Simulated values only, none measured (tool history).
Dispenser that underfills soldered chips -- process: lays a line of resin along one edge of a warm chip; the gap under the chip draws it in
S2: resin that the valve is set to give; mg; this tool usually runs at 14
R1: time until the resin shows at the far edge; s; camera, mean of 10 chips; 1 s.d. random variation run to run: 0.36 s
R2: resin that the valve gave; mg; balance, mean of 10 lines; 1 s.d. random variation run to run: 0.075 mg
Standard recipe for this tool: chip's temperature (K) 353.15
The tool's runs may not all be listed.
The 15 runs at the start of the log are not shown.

At hour 76.7: new syringe of resin.
Run 16, hour 77.6: usual settings but chip's temperature (K) 350.15. Result: R1 25.9 s, R2 13.54 mg.
Run 17, hour 82.2: usual settings but S2 14.2 mg. Result: R1 25.9 s, R2 13.85 mg.
Run 18, hour 86.1: usual settings but S2 14.2 mg. Result: R1 27.8 s, R2 13.79 mg.
Run 19, hour 89.1: usual settings but chip's temperature (K) 339.15, S2 14.2 mg. Result: R1 57.7 s, R2 13.8 mg.
At hour 90.4: new syringe of resin.
Run 20, hour 93.2: usual settings but chip's temperature (K) 339.15, S2 12.8 mg. Result: R1 48.2 s, R2 12.42 mg.
Run 21, hour 98.1: usual settings but chip's temperature (K) 365.15, S2 12.6 mg. Result: R1 16.7 s, R2 12.04 mg.
Run 22, hour 101.9: usual settings but chip's temperature (K) 352.15, S2 13.9 mg. Result: R1 31.2 s, R2 13.25 mg.
At hour 104.2: new syringe of resin.
At hour 107: dispensing valve cleaned and set on the balance.
Run 23, hour 107: usual settings but chip's temperature (K) 362.15. Result: R1 15.6 s, R2 13.91 mg.
Run 24, hour 112.3: usual settings but S2 14.1 mg. Result: R1 26.8 s, R2 14.05 mg.
At hour 118.7: new syringe of resin.
Run 25, hour 118.7: usual settings but chip's temperature (K) 356.15, S2 15.3 mg. Result: R1 19.2 s, R2 15.09 mg.
Run 26, hour 122.9: usual settings but chip's temperature (K) 342.15, S2 14.9 mg. Result: R1 41.7 s, R2 14.74 mg.
Run 27, hour 126: usual settings but chip's temperature (K) 342.15, S2 14.9 mg. Result: R1 44.1 s, R2 14.8 mg.
Run 28, hour 131.7: usual settings but chip's temperature (K) 346.15, S2 13.3 mg. Result: R1 43.6 s, R2 13.09 mg.
At hour 132.4: new syringe of resin.
Run 29, hour 137.4: usual settings but S2 12.3 mg. Result: R1 26.3 s, R2 12.17 mg.
Run 30, hour 141.8: usual settings but S2 12.3 mg. Result: R1 29.1 s, R2 12.13 mg.
At hour 146.1: new syringe of resin.
Run 31, hour 146.7: usual settings but S2 12 mg. Result: R1 23.5 s, R2 11.79 mg.
Run 32, hour 152.8: usual settings but chip's temperature (K) 342.15, S2 13.3 mg. Result: R1 44.5 s, R2 12.84 mg.

Estimate the outcome of run 33 from the log above:
Run 33, hour 157.7: usual settings but chip's temperature (K) 342.15, S2 13.3 mg. Result: R1 ?, R2 ?.

Logged for run 33: R1 49.7 s, R2 13.05 mg.
Take away the tool's hidden state, keep the run-to-run variation as it was, and the same run would have given R1 34.9 s, R2 13.34 mg.
